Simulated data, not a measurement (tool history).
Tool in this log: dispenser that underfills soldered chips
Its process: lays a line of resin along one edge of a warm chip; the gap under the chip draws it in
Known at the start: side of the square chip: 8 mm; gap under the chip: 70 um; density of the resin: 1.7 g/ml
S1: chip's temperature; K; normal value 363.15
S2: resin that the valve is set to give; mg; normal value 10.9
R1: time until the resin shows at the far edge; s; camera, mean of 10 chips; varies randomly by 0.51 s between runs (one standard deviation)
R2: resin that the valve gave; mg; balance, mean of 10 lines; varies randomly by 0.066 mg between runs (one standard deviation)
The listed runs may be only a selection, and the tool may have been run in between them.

run   hour      S1    S2    R1     R2
  1    0.0  363.15  10.9  70.3  10.85
       3.3  -- new syringe of resin
  2    9.3  363.15  10.9  50.0  10.90
  3   18.1  359.15  10.9  76.2  10.87
  4   21.9  359.15  10.9  85.4  10.79
      23.5  -- new syringe of resin
  5   30.6  359.15  10.9  57.9  10.80
  6   38.8  363.15  10.9  65.7  10.72
      43.4  -- new syringe of resin
  7   43.4  363.15  10.9  40.9  10.82
  8   52.0  363.15  10.9  53.7  10.71
  9   60.7  363.15  10.9  70.6  10.74
      63.5  -- new syringe of resin
 10   64.8  355.15  10.9  54.1  10.68
 11   73.6  356.15  10.9  70.1  10.61
 12   81.6  356.15  10.9  91.2  10.79
      84.0  -- new syringe of resin
 13   90.4  356.15  10.9  65.0  10.62
 14   97.8  363.15  10.9  63.0  10.51
     104.0  -- new syringe of resin
 15  107.1  350.15  10.9  70.1  10.69
 16  111.3  350.15  10.9  79.7  10.58
 17  117.9  363.15  10.6  63.4  10.28
     123.8  -- new syringe of resin
 18  124.6  363.15  10.6  41.4  10.34
 19  129.8  359.15  13.0  54.2  12.58
 20  136.6  368.15  13.8  49.3  13.33
 21  141.5  366.15  13.6  61.2  13.14
     143.9  -- new syringe of resin
 22  148.2  362.15  12.5  46.2  12.16
 23  154.0  362.15  12.5  55.1  12.03
 24  162.8  362.15  10.7  74.2  10.24
     163.8  -- new syringe of resin
 25  169.4  366.15   9.6  45.0   9.13
 26  174.2  366.15   9.6  52.8   9.13
 27  179.2  359.15   9.9  80.2   9.43
     183.5  -- new syringe of resin
 28  183.5  359.15   9.9  47.2   9.51
 29  188.6  359.15   9.9  56.9   9.46

Each row is a separate what-if for the run after 29, all from the same tool condition, not one after another. Results?
  A  192.8  367.15  11.1   ?   ?
  B  192.8  357.15  10.0   ?   ?
  C  192.8  359.15  13.9   ?   ?
  D  192.8  351.15  10.6   ?   ?
  E  192.8  362.15  12.4   ?   ?

run    R1     R2
  A  46.9  10.72
  B  68.5   9.54
  C  60.1  13.30
  D  85.3  10.12
  E  55.1  11.83
What these runs would have given with no unlogged condition in the tool:
run    R1     R2
  A  35.3  11.23
  B  51.5   9.99
  C  45.6  13.94
  D  64.4  10.61
  E  41.6  12.39
